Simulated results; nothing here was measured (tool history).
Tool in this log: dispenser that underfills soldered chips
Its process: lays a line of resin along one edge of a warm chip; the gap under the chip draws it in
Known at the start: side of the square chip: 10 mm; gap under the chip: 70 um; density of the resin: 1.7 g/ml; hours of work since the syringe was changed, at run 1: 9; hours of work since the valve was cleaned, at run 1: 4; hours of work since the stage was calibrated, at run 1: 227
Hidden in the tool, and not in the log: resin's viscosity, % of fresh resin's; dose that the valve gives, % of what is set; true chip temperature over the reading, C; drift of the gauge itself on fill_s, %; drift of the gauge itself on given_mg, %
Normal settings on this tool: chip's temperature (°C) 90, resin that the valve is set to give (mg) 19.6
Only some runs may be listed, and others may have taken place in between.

| run | hour | chip's temperature (°C) | resin that the valve is set to give (mg) | hours of work since the syringe was changed | hours of work since the valve was cleaned | hours of work since the stage was calibrated | time until the resin shows at the far edge (s) | resin that the valve gave (mg) |
|---|---|---|---|---|---|---|---|---|
| 1 | 0.0 | 90 | 19.6 | 9 | 4 | 227 | 200.2 | 19.60 |
|  | 2.8 | new syringe of resin |
| 2 | 7.5 | 90 | 19.6 | 3 | 9 | 232 | 124.8 | 19.39 |
| 3 | 15.6 | 90 | 19.6 | 9 | 15 | 238 | 187.8 | 19.40 |
|  | 19.0 | new syringe of resin |
| 4 | 23.3 | 90 | 19.6 | 3 | 20 | 243 | 120.2 | 19.33 |
| 5 | 28.6 | 90 | 19.6 | 7 | 23 | 247 | 158.4 | 19.31 |
|  | 35.5 | new syringe of resin |
| 6 | 37.5 | 90 | 25.2 | 1 | 29 | 253 | 103.0 | 24.87 |
| 7 | 45.1 | 90 | 25.2 | 7 | 35 | 258 | 156.0 | 24.58 |
|  | 52.1 | new syringe of resin |
| 8 | 52.3 | 90 | 25.2 | 0 | 40 | 263 | 94.0 | 24.55 |
| 9 | 56.6 | 90 | 19.6 | 3 | 43 | 266 | 120.9 | 18.98 |
| 10 | 63.3 | 90 | 19.6 | 8 | 47 | 270 | 173.4 | 18.79 |
|  | 68.6 | new syringe of resin |
| 11 | 72.9 | 90 | 19.6 | 3 | 54 | 277 | 117.2 | 18.97 |
| 12 | 77.8 | 90 | 19.6 | 6 | 57 | 280 | 153.6 | 18.92 |
| 13 | 83.1 | 93 | 19.6 | 10 | 61 | 284 | 186.0 | 18.82 |
|  | 85.3 | new syringe of resin |
| 14 | 91.0 | 90 | 19.6 | 4 | 66 | 289 | 129.0 | 18.57 |
| 15 | 95.1 | 90 | 19.6 | 7 | 69 | 292 | 159.2 | 18.54 |
| 16 | 99.1 | 90 | 19.6 | 10 | 72 | 295 | 201.7 | 18.67 |
|  | 101.9 | new syringe of resin |
| 17 | 106.6 | 90 | 19.2 | 3 | 77 | 300 | 123.5 | 18.17 |
| 18 | 112.1 | 95 | 19.6 | 7 | 81 | 304 | 143.5 | 18.28 |
| 19 | 116.7 | 95 | 19.6 | 10 | 84 | 307 | 178.6 | 18.53 |
|  | 118.5 | new syringe of resin |
| 20 | 121.8 | 80 | 21.2 | 2 | 87 | 310 | 153.1 | 20.10 |
| 21 | 127.0 | 93 | 24.8 | 6 | 91 | 314 | 135.0 | 23.15 |
| 22 | 133.1 | 90 | 25.3 | 10 | 95 | 318 | 201.2 | 23.55 |
|  | 134.9 | new syringe of resin |
| 23 | 140.7 | 93 | 24.8 | 4 | 100 | 323 | 114.9 | 23.01 |
|  | 148.8 | dispensing valve cleaned and set on the balance |
| 24 | 148.8 | 97 | 24.0 | 9 | 0 | 328 | 151.1 | 23.95 |
|  | 152.0 | new syringe of resin |
| 25 | 155.0 | 80 | 18.2 | 2 | 4 | 333 | 154.6 | 18.10 |
| 26 | 161.0 | 79 | 19.6 | 6 | 8 | 337 | 215.3 | 19.28 |
|  | 168.2 | new syringe of resin |
| 27 | 169.2 | 103 | 18.0 | 1 | 14 | 342 | 68.6 | 17.82 |
| 28 | 176.0 | 76 | 17.7 | 5 | 19 | 347 | 221.4 | 17.52 |
|  | 184.4 | new syringe of resin |
| 29 | 184.4 | 76 | 17.7 | 0 | 24 | 353 | 150.2 | 17.31 |
| 30 | 193.1 | 94 | 21.4 | 6 | 30 | 359 | 128.9 | 20.91 |
| 31 | 198.0 | 87 | 21.9 | 10 | 34 | 362 | 215.2 | 21.54 |
|  | 200.7 | new syringe of resin |
| 32 | 206.2 | 99 | 16.7 | 4 | 39 | 368 | 99.9 | 16.23 |
| 33 | 211.7 | 99 | 16.7 | 8 | 43 | 372 | 132.1 | 16.20 |
|  | 217.3 | new syringe of resin |
| 34 | 219.3 | 99 | 16.7 | 1 | 48 | 377 | 80.8 | 16.35 |
| 35 | 226.1 | 81 | 18.6 | 6 | 53 | 381 | 197.7 | 17.89 |
|  | 233.8 | new syringe of resin |
| 36 | 235.7 | 86 | 19.3 | 1 | 59 | 388 | 117.8 | 18.54 |
| 37 | 243.2 | 105 | 17.2 | 7 | 65 | 393 | 103.3 | 16.53 |

Some steps in time until the resin shows at the far edge (s) between neighbouring runs. How much of each would the tool show without its hidden state too (settings, what came in, random variation), and how much is left for the hidden state, with any gauge scatter that isn't in both results?
Run 16 -> 17: resin that the valve is set to give (mg) 19.6 -> 19.2, new syringe of resin. time until the resin shows at the far edge (s) -78.2: hidden state -77.1, all else -1.1.
Run 22 -> 23: chip's temperature (°C) 90 -> 93, resin that the valve is set to give (mg) 25.3 -> 24.8, new syringe of resin. time until the resin shows at the far edge (s) -86.3: hidden state -77.6, all else -8.7.
Run 26 -> 27: chip's temperature (°C) 79 -> 103, resin that the valve is set to give (mg) 19.6 -> 18.0, new syringe of resin. time until the resin shows at the far edge (s) -146.7: hidden state -75.5, all else -71.2.
Run 27 -> 28: chip's temperature (°C) 103 -> 76, resin that the valve is set to give (mg) 18.0 -> 17.7. time until the resin shows at the far edge (s) +152.8: hidden state +68.4, all else +84.4.
Run 31 -> 32: chip's temperature (°C) 87 -> 99, resin that the valve is set to give (mg) 21.9 -> 16.7, new syringe of resin. time until the resin shows at the far edge (s) -115.3: hidden state -84.9, all else -30.4.
Run 34 -> 35: chip's temperature (°C) 99 -> 81, resin that the valve is set to give (mg) 16.7 -> 18.6. time until the resin shows at the far edge (s) +116.9: hidden state +62.4, all else +54.5.
